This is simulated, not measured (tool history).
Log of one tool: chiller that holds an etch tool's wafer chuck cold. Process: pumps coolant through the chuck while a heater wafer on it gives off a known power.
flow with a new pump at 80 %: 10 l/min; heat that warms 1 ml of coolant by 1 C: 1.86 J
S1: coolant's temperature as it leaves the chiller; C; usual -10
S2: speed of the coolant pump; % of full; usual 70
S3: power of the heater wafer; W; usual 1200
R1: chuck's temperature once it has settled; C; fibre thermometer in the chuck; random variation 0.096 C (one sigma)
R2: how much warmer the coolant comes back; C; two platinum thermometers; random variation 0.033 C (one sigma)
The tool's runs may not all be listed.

| run | hour | S1 | S2 | S3 | R1 | R2 |
|---|---|---|---|---|---|---|
| 1 | 0.0 | -10 | 70 | 1200 | -1.01 | 4.51 |
| 2 | 35.2 | -10 | 70 | 1200 | -1.13 | 4.50 |
| 3 | 78.1 | -10 | 70 | 1200 | -1.10 | 4.50 |
| 4 | 122.5 | -10 | 70 | 1200 | -1.02 | 4.59 |
| 5 | 152.4 | -10 | 70 | 1200 | -0.89 | 4.49 |
|  | 156.7 | chiller's thermometer calibrated |
| 6 | 179.4 | -10 | 91 | 1200 | -2.61 | 3.44 |
| 7 | 224.1 | -10 | 61 | 1200 | -0.13 | 5.24 |
|  | 244.0 | chiller's thermometer calibrated, once more |
| 8 | 247.0 | -10 | 61 | 1200 | 0.16 | 5.27 |
| 9 | 271.8 | -10 | 96 | 1429 | -0.88 | 3.86 |
| 10 | 312.9 | -4 | 73 | 736 | 1.66 | 2.65 |
| 11 | 341.2 | -4 | 73 | 736 | 1.56 | 2.64 |
| 12 | 371.4 | -10 | 78 | 1200 | -1.38 | 4.05 |
| 13 | 406.3 | -3 | 70 | 1200 | 6.05 | 4.52 |
| 14 | 427.6 | -11 | 70 | 1200 | -1.72 | 4.53 |

Forecast each of these 5 alternatives for the next run:
| A | 458.8 | -18 | 70 | 1200 | ? | ? |
| B | 458.8 | -9 | 71 | 663 | ? | ? |
| C | 458.8 | -20 | 87 | 1200 | ? | ? |
| D | 458.8 | -2 | 75 | 986 | ? | ? |
| E | 458.8 | -10 | 70 | 794 | ? | ? |

| run | R1 | R2 |
|---|---|---|
| A | -8.76 | 4.58 |
| B | -3.96 | 2.45 |
| C | -11.88 | 3.60 |
| D | 5.18 | 3.46 |
| E | -3.96 | 3.02 |
Without the tool's hidden state the same runs would have given:
| run | R1 | R2 |
|---|---|---|
| A | -9.29 | 4.50 |
| B | -4.25 | 2.41 |
| C | -12.35 | 3.54 |
| D | 4.76 | 3.40 |
| E | -4.31 | 2.96 |

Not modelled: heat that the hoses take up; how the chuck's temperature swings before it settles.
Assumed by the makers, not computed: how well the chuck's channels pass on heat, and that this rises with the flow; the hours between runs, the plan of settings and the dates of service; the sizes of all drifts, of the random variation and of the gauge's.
